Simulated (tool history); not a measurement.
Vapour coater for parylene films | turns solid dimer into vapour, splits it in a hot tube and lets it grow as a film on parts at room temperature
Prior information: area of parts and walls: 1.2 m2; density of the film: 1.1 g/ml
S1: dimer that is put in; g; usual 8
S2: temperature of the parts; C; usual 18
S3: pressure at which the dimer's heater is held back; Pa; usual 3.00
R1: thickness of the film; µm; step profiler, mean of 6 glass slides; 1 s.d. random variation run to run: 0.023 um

run,hour,S1,S2,S3,R1
1,0.0,8,18,3.00,3.16
2,14.4,8,18,3.00,3.19
3,24.6,8,18,3.00,3.10
4,40.1,11,18,3.00,4.36
5,54.9,11,14,3.00,5.07
6,67.2,11,14,3.00,5.03
# hour 69.3: table's thermometer calibrated
7,82.5,11,14,3.00,5.00
8,96.7,11,14,3.00,5.02
9,107.4,11,24,3.00,3.33
10,117.7,11,24,3.00,3.36
11,128.0,8,22,9.79,2.18
12,134.7,8,22,9.79,2.10
13,149.7,13,15,3.00,5.54
14,158.1,10,12,9.50,3.97
15,164.6,8,18,5.86,2.73
# hour 167.0: table's thermometer calibrated, once more
16,178.5,7,26,3.67,1.87
17,186.0,7,26,3.67,1.83
18,195.3,5,18,7.23,1.65

Alternative continuations, all from the tool just after run 18; predict every row:
A,205.9,11,18,7.23,?
B,205.9,5,18,3.63,?
C,205.9,5,27,3.55,?
D,205.9,5,11,4.45,?

run,R1
A,3.62
B,1.83
C,1.28
D,2.38
Stripped of hidden state, with their random variation kept, the same runs would have yielded:
run,R1
A,3.78
B,1.91
C,1.34
D,2.48
